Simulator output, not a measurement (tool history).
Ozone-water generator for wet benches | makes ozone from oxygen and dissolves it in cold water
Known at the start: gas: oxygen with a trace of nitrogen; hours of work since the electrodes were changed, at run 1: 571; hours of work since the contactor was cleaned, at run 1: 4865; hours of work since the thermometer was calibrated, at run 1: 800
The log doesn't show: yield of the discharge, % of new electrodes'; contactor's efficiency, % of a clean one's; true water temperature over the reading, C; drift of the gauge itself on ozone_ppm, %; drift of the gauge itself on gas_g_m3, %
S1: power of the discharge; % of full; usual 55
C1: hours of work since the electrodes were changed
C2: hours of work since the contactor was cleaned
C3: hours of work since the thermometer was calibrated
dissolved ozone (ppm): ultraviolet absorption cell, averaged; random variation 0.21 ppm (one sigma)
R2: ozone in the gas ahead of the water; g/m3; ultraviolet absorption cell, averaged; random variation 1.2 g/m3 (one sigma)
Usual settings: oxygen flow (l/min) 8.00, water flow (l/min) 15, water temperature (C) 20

Run 1, hour 0.0: usual settings; C1 571; C2 4865; C3 800. Result: dissolved ozone (ppm) 28.2, R2 224.6 g/m3.
Run 2, hour 28.5: usual settings but oxygen flow (l/min) 8.16; C1 598; C2 4892; C3 827. Result: dissolved ozone (ppm) 28.1, R2 221.7 g/m3.
Run 3, hour 62.0: usual settings but oxygen flow (l/min) 8.16; C1 629; C2 4923; C3 858. Result: dissolved ozone (ppm) 28.1, R2 220.2 g/m3.
Run 4, hour 98.3: usual settings but S1 65 % of full; C1 663; C2 4957; C3 892. Result: dissolved ozone (ppm) 31.7, R2 251.1 g/m3.
Run 5, hour 124.2: usual settings but water flow (l/min) 22; C1 687; C2 4981; C3 916. Result: dissolved ozone (ppm) 22.5, R2 223.5 g/m3.
Run 6, hour 162.2: usual settings; C1 723; C2 5017; C3 951. Result: dissolved ozone (ppm) 28.3, R2 225.5 g/m3.
Run 7, hour 190.1: usual settings but water flow (l/min) 17; C1 749; C2 5043; C3 977. Result: dissolved ozone (ppm) 26.3, R2 221.0 g/m3.
Run 8, hour 219.3: usual settings but water flow (l/min) 17; C1 776; C2 5070; C3 1005. Result: dissolved ozone (ppm) 26.4, R2 223.1 g/m3.
Run 9, hour 261.0: usual settings but water flow (l/min) 17; C1 815; C2 5109; C3 1044. Result: dissolved ozone (ppm) 26.3, R2 222.8 g/m3.
Run 10, hour 293.5: usual settings but water flow (l/min) 17; C1 845; C2 5139; C3 1074. Result: dissolved ozone (ppm) 26.6, R2 225.5 g/m3.
Run 11, hour 318.9: usual settings but water flow (l/min) 17; C1 869; C2 5163; C3 1097. Result: dissolved ozone (ppm) 26.2, R2 224.0 g/m3.
Run 12, hour 357.5: usual settings but water flow (l/min) 17; C1 905; C2 5199; C3 1133. Result: dissolved ozone (ppm) 26.3, R2 223.9 g/m3.
Run 13, hour 393.2: usual settings but water flow (l/min) 17; C1 938; C2 5232; C3 1167. Result: dissolved ozone (ppm) 26.3, R2 223.3 g/m3.
Run 14, hour 417.6: usual settings but water flow (l/min) 17; C1 961; C2 5255; C3 1189. Result: dissolved ozone (ppm) 26.0, R2 224.5 g/m3.
Run 15, hour 457.3: usual settings but water flow (l/min) 17; C1 997; C2 5292; C3 1226. Result: dissolved ozone (ppm) 26.2, R2 222.8 g/m3.
At hour 461.3: water thermometer calibrated.
Run 16, hour 494.4: usual settings; C1 1032; C2 5326; C3 31. Result: dissolved ozone (ppm) 27.9, R2 226.3 g/m3.
Run 17, hour 528.9: usual settings but S1 78 % of full; C1 1064; C2 5358; C3 63. Result: dissolved ozone (ppm) 35.8, R2 286.4 g/m3.
Run 18, hour 553.4: usual settings but water flow (l/min) 11; C1 1087; C2 5381; C3 86. Result: dissolved ozone (ppm) 33.0, R2 224.4 g/m3.
At hour 560.0: water thermometer calibrated, once more.
Run 19, hour 582.4: usual settings but water flow (l/min) 11; C1 1113; C2 5407; C3 21. Result: dissolved ozone (ppm) 32.6, R2 221.9 g/m3.
Run 20, hour 616.3: usual settings but water flow (l/min) 11; C1 1145; C2 5439; C3 52. Result: dissolved ozone (ppm) 32.6, R2 223.8 g/m3.
Run 21, hour 649.2: usual settings but water flow (l/min) 13, water temperature (C) 28; C1 1175; C2 5469; C3 83. Result: dissolved ozone (ppm) 25.4, R2 223.1 g/m3.
Run 22, hour 667.1: usual settings but S1 46 % of full, oxygen flow (l/min) 6.67, water temperature (C) 24; C1 1192; C2 5486; C3 100. Result: dissolved ozone (ppm) 23.8, R2 221.0 g/m3.
Run 23, hour 690.7: usual settings but water flow (l/min) 21, water temperature (C) 12; C1 1214; C2 5508; C3 122. Result: dissolved ozone (ppm) 25.9, R2 222.9 g/m3.

Run 24 comes next. What will it give?
Run 24, hour 716.9: usual settings but S1 42 % of full, water temperature (C) 18; C1 1239; C2 5533; C3 146. Result: dissolved ozone (ppm) ?, R2 ?.

{"run 24": {"dissolved ozone (ppm)": 24.4, "R2": 182.9}}
Without the tool's hidden state the same run would have given dissolved ozone (ppm) 26.3, R2 184.5 g/m3.
